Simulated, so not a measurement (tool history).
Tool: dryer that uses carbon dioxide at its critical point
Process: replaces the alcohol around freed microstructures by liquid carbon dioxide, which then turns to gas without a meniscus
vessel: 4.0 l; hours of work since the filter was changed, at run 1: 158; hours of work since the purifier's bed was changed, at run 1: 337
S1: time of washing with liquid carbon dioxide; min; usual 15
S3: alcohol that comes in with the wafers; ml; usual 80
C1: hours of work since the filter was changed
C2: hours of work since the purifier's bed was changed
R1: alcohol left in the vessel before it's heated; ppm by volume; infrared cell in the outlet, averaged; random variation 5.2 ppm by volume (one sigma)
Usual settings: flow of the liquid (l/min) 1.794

Run 1, hour 0.0: usual settings; C1 158; C2 337. Result: R1 206 ppm by volume.
Run 2, hour 30.4: usual settings; C1 181; C2 360. Result: R1 213 ppm by volume.
Run 3, hour 48.9: usual settings; C1 195; C2 374. Result: R1 220 ppm by volume.
Run 4, hour 82.7: usual settings; C1 221; C2 400. Result: R1 236 ppm by volume.
Run 5, hour 114.1: usual settings; C1 245; C2 424. Result: R1 240 ppm by volume.
At hour 142.8: inlet filter changed.
Run 6, hour 150.8: usual settings; C1 6; C2 451. Result: R1 183 ppm by volume.
Run 7, hour 172.4: usual settings; C1 23; C2 468. Result: R1 198 ppm by volume.
Run 8, hour 213.5: usual settings but S1 13 min; C1 54; C2 499. Result: R1 321 ppm by volume.
Run 9, hour 245.8: usual settings but S1 13 min; C1 78; C2 523. Result: R1 334 ppm by volume.
Run 10, hour 281.1: usual settings but flow of the liquid (l/min) 2.260; C1 105; C2 550. Result: R1 152 ppm by volume.
Run 11, hour 303.1: usual settings but flow of the liquid (l/min) 2.260; C1 122; C2 567. Result: R1 147 ppm by volume.
Run 12, hour 326.2: usual settings but flow of the liquid (l/min) 2.260; C1 139; C2 585. Result: R1 170 ppm by volume.
Run 13, hour 357.1: usual settings but flow of the liquid (l/min) 2.260; C1 163; C2 608. Result: R1 173 ppm by volume.
Run 14, hour 380.6: usual settings but flow of the liquid (l/min) 2.260; C1 181; C2 626. Result: R1 174 ppm by volume.
Run 15, hour 419.3: usual settings but S3 24 ml; C1 210; C2 655. Result: R1 182 ppm by volume.
Run 16, hour 442.2: usual settings; C1 228; C2 673. Result: R1 312 ppm by volume.
Run 17, hour 468.5: usual settings; C1 248; C2 693. Result: R1 302 ppm by volume.
At hour 494.0: inlet filter changed.
Run 18, hour 512.3: usual settings; C1 14; C2 725. Result: R1 247 ppm by volume.
At hour 518.8: purifier's bed changed.
Run 19, hour 539.6: usual settings; C1 32; C2 16. Result: R1 99 ppm by volume.
Run 20, hour 572.1: usual settings but flow of the liquid (l/min) 2.990; C1 57; C2 41. Result: R1 20 ppm by volume.
Run 21, hour 602.5: usual settings but S1 13 min, flow of the liquid (l/min) 2.840, S3 103 ml; C1 80; C2 64. Result: R1 44 ppm by volume.
Run 22, hour 626.6: usual settings but S1 13 min, flow of the liquid (l/min) 2.840, S3 103 ml; C1 99; C2 82. Result: R1 47 ppm by volume.
Run 23, hour 647.2: usual settings but flow of the liquid (l/min) 1.920, S3 87 ml; C1 114; C2 98. Result: R1 112 ppm by volume.
Run 24, hour 682.5: usual settings but flow of the liquid (l/min) 2.390, S3 24 ml; C1 141; C2 124. Result: R1 40 ppm by volume.
Run 25, hour 702.2: usual settings but flow of the liquid (l/min) 2.390, S3 24 ml; C1 156; C2 139. Result: R1 46 ppm by volume.
Run 26, hour 725.9: usual settings but flow of the liquid (l/min) 2.390, S3 24 ml; C1 174; C2 157. Result: R1 53 ppm by volume.
Run 27, hour 748.9: usual settings but flow of the liquid (l/min) 1.540, S3 47 ml; C1 192; C2 175. Result: R1 224 ppm by volume.
Run 28, hour 782.1: usual settings but flow of the liquid (l/min) 2.410, S3 44 ml; C1 217; C2 200. Result: R1 62 ppm by volume.
Run 29, hour 811.1: usual settings but S1 12 min, flow of the liquid (l/min) 1.390; C1 239; C2 222. Result: R1 1074 ppm by volume.
At hour 845.5: inlet filter changed.
Run 30, hour 845.5: usual settings but S1 11 min, flow of the liquid (l/min) 2.420, S3 21 ml; C1 0; C2 248. Result: R1 78 ppm by volume.
Run 31, hour 879.3: usual settings but S1 11 min, flow of the liquid (l/min) 2.420, S3 21 ml; C1 26; C2 273. Result: R1 89 ppm by volume.
Run 32, hour 900.1: usual settings but S3 40 ml; C1 42; C2 289. Result: R1 121 ppm by volume.
Run 33, hour 934.0: usual settings but flow of the liquid (l/min) 2.920, S3 88 ml; C1 67; C2 315. Result: R1 74 ppm by volume.
Run 34, hour 967.3: usual settings but flow of the liquid (l/min) 1.770, S3 51 ml; C1 93; C2 340. Result: R1 156 ppm by volume.
Run 35, hour 992.5: usual settings but S1 12 min, S3 46 ml; C1 112; C2 359. Result: R1 276 ppm by volume.
Run 36, hour 1020.5: usual settings but S1 11 min, flow of the liquid (l/min) 1.130, S3 24 ml; C1 133; C2 381. Result: R1 668 ppm by volume.
Run 37, hour 1053.0: usual settings but S1 19 min, flow of the liquid (l/min) 1.420, S3 48 ml; C1 158; C2 405. Result: R1 165 ppm by volume.
Run 38, hour 1093.5: usual settings but S1 12 min, flow of the liquid (l/min) 1.420, S3 24 ml; C1 189; C2 436. Result: R1 369 ppm by volume.
Run 39, hour 1115.2: usual settings but S1 12 min, flow of the liquid (l/min) 1.420, S3 24 ml; C1 205; C2 453. Result: R1 373 ppm by volume.
Run 40, hour 1143.7: usual settings but S1 22 min, flow of the liquid (l/min) 1.420, S3 21 ml; C1 227; C2 474. Result: R1 133 ppm by volume.

Forecast each of these 3 alternatives for the next run:
Run A, hour 1171.6: usual settings but S1 10 min; C1 248; C2 496. Result: R1 ?.
Run B, hour 1171.6: usual settings but S1 14 min, flow of the liquid (l/min) 1.800, S3 33 ml; C1 248; C2 496. Result: R1 ?.
Run C, hour 1171.6: usual settings but S1 22 min, flow of the liquid (l/min) 1.420, S3 21 ml; C1 248; C2 496. Result: R1 ?.

run   R1
  A  942
  B  211
  C  143
Without the tool's hidden state the same runs would have given:
run   R1
  A  510
  B   54
  C   16
